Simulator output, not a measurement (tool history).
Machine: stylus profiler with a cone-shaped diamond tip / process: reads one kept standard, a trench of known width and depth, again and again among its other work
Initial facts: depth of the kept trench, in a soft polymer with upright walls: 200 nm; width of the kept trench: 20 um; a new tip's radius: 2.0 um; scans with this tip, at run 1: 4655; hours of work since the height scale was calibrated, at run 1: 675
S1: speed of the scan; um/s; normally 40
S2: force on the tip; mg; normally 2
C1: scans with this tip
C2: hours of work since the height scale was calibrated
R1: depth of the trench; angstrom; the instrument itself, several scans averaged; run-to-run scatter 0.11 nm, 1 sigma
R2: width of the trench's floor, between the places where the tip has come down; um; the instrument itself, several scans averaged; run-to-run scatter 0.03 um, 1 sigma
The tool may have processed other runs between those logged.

run 1 day=0 | S1=40 S2=2 | C1=4655 C2=675 | R1=2012.7 R2=17.91
run 2 day=0.804 | S1=40 S2=2 | C1=4718 C2=685 | R1=2012.4 R2=17.89
run 3 day=2.358 | S1=40 S2=2 | C1=4840 C2=702 | R1=2010.6 R2=17.88
run 4 day=3.354 | S1=40 S2=2 | C1=4918 C2=714 | R1=2012.4 R2=17.87
run 5 day=4.883 | S1=40 S2=2 | C1=5038 C2=731 | R1=2011.2 R2=17.86
run 6 day=5.954 | S1=40 S2=2 | C1=5122 C2=743 | R1=2012.2 R2=17.9

The next listed run, before its measurement:
run 7 day=6.812 | S1=40 S2=2 | C1=5190 C2=753 | R1=? R2=?

{"run 7": {"R1": 2010.3, "R2": 17.9}}
Had the tool carried no hidden state, the very same run would have given R1 2019.2 angstrom, R2 18 um.

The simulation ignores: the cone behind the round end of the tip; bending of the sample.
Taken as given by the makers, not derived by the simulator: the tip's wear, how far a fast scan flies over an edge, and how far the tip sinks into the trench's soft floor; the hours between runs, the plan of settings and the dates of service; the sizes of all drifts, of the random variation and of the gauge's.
